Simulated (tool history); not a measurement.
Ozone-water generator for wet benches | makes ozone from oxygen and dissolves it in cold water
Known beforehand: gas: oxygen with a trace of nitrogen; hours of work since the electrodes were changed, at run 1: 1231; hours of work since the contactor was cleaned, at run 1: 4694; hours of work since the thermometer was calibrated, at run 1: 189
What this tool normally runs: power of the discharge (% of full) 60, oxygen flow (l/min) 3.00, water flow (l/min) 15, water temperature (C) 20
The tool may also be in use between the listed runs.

run     day  power of the discharge (% of full)  oxygen flow (l/min)  water flow (l/min)  water temperature (C)  hours of work since the electrodes were changed  hours of work since the contactor was cleaned  hours of work since the thermometer was calibrated  dissolved ozone (ppm)  ozone in the gas ahead of the water (g/m3)
  1   0.000                                  60                 3.00                  15                     20                                             1231                                           4694                                                 189                  11.38                                       128.7
  2   3.254                                  60                 3.00                  15                     20                                             1285                                           4747                                                 243                  11.50                                       129.7
  3   6.446                                  60                 3.00                  15                     20                                             1337                                           4800                                                 295                  11.56                                       129.7
  4   9.808                                  60                 1.98                  15                     20                                             1393                                           4856                                                 351                  11.35                                       162.9
  5  13.321                                  60                 1.98                  15                     21                                             1451                                           4914                                                 409                  11.23                                       166.3
  6  16.425                                  60                 1.98                  15                     21                                             1502                                           4965                                                 460                  11.11                                       163.3
  7  17.929                                  60                 1.98                  15                     21                                             1527                                           4990                                                 485                  11.07                                       163.9
  8  20.950                                  60                 1.98                  15                     21                                             1577                                           5039                                                 534                  11.28                                       164.5
  9  23.258                                  60                 3.00                  20                     20                                             1615                                           5078                                                 573                   8.91                                       128.6
 10  25.954                                  60                 3.00                  20                     20                                             1659                                           5122                                                 617                   8.96                                       127.7
 11  29.571                                  60                 3.00                  20                     20                                             1719                                           5182                                                 677                   9.06                                       128.3
 12  32.742                                  60                 3.00                  20                     20                                             1771                                           5234                                                 729                   8.78                                       128.4
 13  34.662                                  60                 3.00                  14                     18                                             1803                                           5266                                                 761                  12.44                                       128.1
 14  37.588                                  60                 3.00                  14                     18                                             1851                                           5314                                                 809                  12.44                                       128.9
 15  39.283                                  88                 3.75                  10                     16                                             1879                                           5342                                                 837                  21.09                                       144.6
 16  41.954                                  88                 3.75                  10                     16                                             1923                                           5386                                                 881                  20.82                                       145.9
 17  44.358                                  42                 3.00                  15                     18                                             1963                                           5426                                                 921                   9.07                                       101.4
 18  46.038                                  42                 3.67                  15                     18                                             1991                                           5453                                                 948                   9.10                                        88.1
 19  49.662                                  62                 3.00                   9                     25                                             2050                                           5513                                                1008                  15.71                                       130.6
 20  53.033                                  87                 1.53                  20                     20                                             2106                                           5569                                                1064                  10.29                                       244.6
 21  56.588                                  94                 4.21                  21                     17                                             2165                                           5627                                                1123                  11.97                                       140.7
 22  58.592                                  69                 2.13                  19                     20                                             2198                                           5661                                                1156                  10.01                                       171.6
 23  61.258                                  67                 3.00                   9                     13                                             2242                                           5704                                                1200                  19.74                                       136.8
 24  63.975                                  60                 1.53                  12                     20                                             2286                                           5749                                                1244                  13.24                                       189.7

What if the next run were any one of these 4? Each begins from the tool's condition after run 24:
  A  67.262                                  50                 1.53                  15                     20                                             2341                                           5804                                                1299                      ?                                           ?
  B  67.262                                  60                 1.97                  12                     20                                             2341                                           5804                                                1299                      ?                                           ?
  C  67.262                                  60                 2.82                  12                     14                                             2341                                           5804                                                1299                      ?                                           ?
  D  67.262                                  78                 1.84                  12                     20                                             2341                                           5804                                                1299                      ?                                           ?

run  dissolved ozone (ppm)  ozone in the gas ahead of the water (g/m3)
  A                   9.46                                       168.4
  B                  13.49                                       162.7
  C                  14.59                                       132.8
  D                  16.04                                       203.6
Take away the tool's hidden state, keep each run's random variation, and the runs would have read:
run  dissolved ozone (ppm)  ozone in the gas ahead of the water (g/m3)
  A                   9.93                                       171.8
  B                  14.18                                       166.5
  C                  15.34                                       135.8
  D                  16.93                                       209.3
